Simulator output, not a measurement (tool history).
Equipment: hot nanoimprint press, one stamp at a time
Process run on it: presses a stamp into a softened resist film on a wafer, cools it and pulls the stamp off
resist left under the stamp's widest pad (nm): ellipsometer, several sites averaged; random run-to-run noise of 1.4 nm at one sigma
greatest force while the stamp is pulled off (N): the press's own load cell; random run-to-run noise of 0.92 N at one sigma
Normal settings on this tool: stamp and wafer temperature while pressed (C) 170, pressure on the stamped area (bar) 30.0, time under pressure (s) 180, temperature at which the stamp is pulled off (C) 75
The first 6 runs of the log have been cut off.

run	hour	stamp and wafer temperature while pressed (C)	pressure on the stamped area (bar)	time under pressure (s)	temperature at which the stamp is pulled off (C)	hours of work since the thermocouple was calibrated	imprints on the stamp's release coat	hours of work since the press's seals were changed	resist left under the stamp's widest pad (nm)	greatest force while the stamp is pulled off (N)
7	91.0	170	30.0	180	75	103	524	567	219.5	118.6
8	100.8	170	30.0	180	75	109	546	573	219.9	117.4
9	120.2	170	30.0	180	75	122	589	586	219.7	120.2
10	133.4	170	30.0	180	75	131	619	594	220.0	119.2
11	155.4	170	30.0	180	75	145	668	609	219.1	119.1
12	171.6	170	30.0	180	73	156	705	620	220.8	125.6
13	183.1	170	30.0	180	73	164	730	627	218.3	126.6
14	194.9	169	30.0	180	75	171	757	635	230.6	117.8
# hour 205.7: stamp cleaned and given a new release coat
15	217.3	170	30.0	180	75	182	26	646	216.4	112.1
16	229.9	160	26.3	126	66	191	54	654	360.3	139.0
17	246.6	181	21.5	180	79	202	91	665	138.7	101.6
18	266.8	170	31.9	180	75	215	137	678	212.7	112.9
19	284.4	179	46.8	119	72	226	176	690	123.4	122.5
20	301.6	179	46.8	119	72	238	215	701	123.3	121.3
21	316.4	179	46.8	119	72	248	248	711	124.2	122.3
22	331.7	179	46.8	119	79	258	282	721	124.7	102.4
23	354.7	167	29.7	180	66	273	334	736	253.8	140.2
24	366.8	167	29.7	180	66	281	361	744	254.3	140.9
25	380.5	182	29.7	180	66	290	392	753	110.2	141.3
26	400.0	180	42.1	99	76	303	436	766	133.0	111.1
27	413.8	163	19.7	133	72	312	467	775	345.2	123.8
28	424.3	163	19.7	133	72	319	490	782	343.6	124.5
29	442.1	163	33.9	133	67	330	530	794	310.1	138.5
30	457.5	163	22.7	149	77	341	565	804	328.8	109.7

Consider 4 possible next runs. They are alternatives, not a sequence: every one starts from the tool as it was left by run 30. What does each give?
A	479.4	168	22.7	197	75	355	614	819	?	?
B	479.4	170	37.2	180	75	355	614	819	?	?
C	479.4	170	22.4	180	75	355	614	819	?	?
D	479.4	182	22.1	136	75	355	614	819	?	?

run	resist left under the stamp's widest pad (nm)	greatest force while the stamp is pulled off (N)
A	255.0	117.1
B	196.5	115.2
C	237.2	117.1
D	141.9	115.8
What these runs would have given with no unlogged condition in the tool:
run	resist left under the stamp's widest pad (nm)	greatest force while the stamp is pulled off (N)
A	266.3	114.9
B	205.2	113.1
C	248.1	114.9
D	148.6	113.6

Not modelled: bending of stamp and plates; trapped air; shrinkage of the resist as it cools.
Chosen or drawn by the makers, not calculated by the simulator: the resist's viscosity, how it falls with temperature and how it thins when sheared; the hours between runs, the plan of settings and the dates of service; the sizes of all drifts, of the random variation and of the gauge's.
